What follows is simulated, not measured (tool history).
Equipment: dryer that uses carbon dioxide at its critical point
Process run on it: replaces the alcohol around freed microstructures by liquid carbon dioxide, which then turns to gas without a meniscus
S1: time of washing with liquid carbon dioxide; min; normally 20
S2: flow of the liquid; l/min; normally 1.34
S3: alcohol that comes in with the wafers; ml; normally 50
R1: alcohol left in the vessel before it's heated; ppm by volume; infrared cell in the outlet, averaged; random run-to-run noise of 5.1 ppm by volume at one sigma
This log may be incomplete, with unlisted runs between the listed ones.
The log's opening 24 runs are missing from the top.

| run | hour | S1 | S2 | S3 | R1 |
|---|---|---|---|---|---|
| 25 | 293.1 | 28 | 1.64 | 113 | 176 |
| 26 | 308.0 | 28 | 1.64 | 113 | 172 |
| 27 | 316.6 | 23 | 0.86 | 39 | 350 |
| 28 | 325.6 | 17 | 0.82 | 39 | 735 |
| 29 | 335.6 | 25 | 1.27 | 50 | 203 |
| 30 | 351.7 | 25 | 1.27 | 50 | 190 |
| 31 | 364.4 | 25 | 1.27 | 50 | 197 |
| 32 | 376.2 | 16 | 0.97 | 32 | 553 |
| 33 | 383.7 | 16 | 1.25 | 64 | 482 |
| 34 | 392.8 | 20 | 1.92 | 50 | 194 |
| 35 | 401.4 | 23 | 1.32 | 50 | 214 |
| 36 | 409.5 | 24 | 2.26 | 50 | 200 |
| 37 | 426.5 | 24 | 2.26 | 50 | 204 |
| 38 | 434.7 | 20 | 1.33 | 44 | 251 |
| 39 | 443.5 | 14 | 1.05 | 44 | 800 |
| 40 | 461.1 | 20 | 1.26 | 103 | 380 |
| 41 | 472.0 | 20 | 1.26 | 103 | 387 |

Run 42, settings as shown, results not yet in. Your forecast:
| 42 | 487.0 | 13 | 1.72 | 103 | ? |

{"run 42": {"R1": 549}}
With no hidden state in the tool, this same run would have given R1 274 ppm by volume.
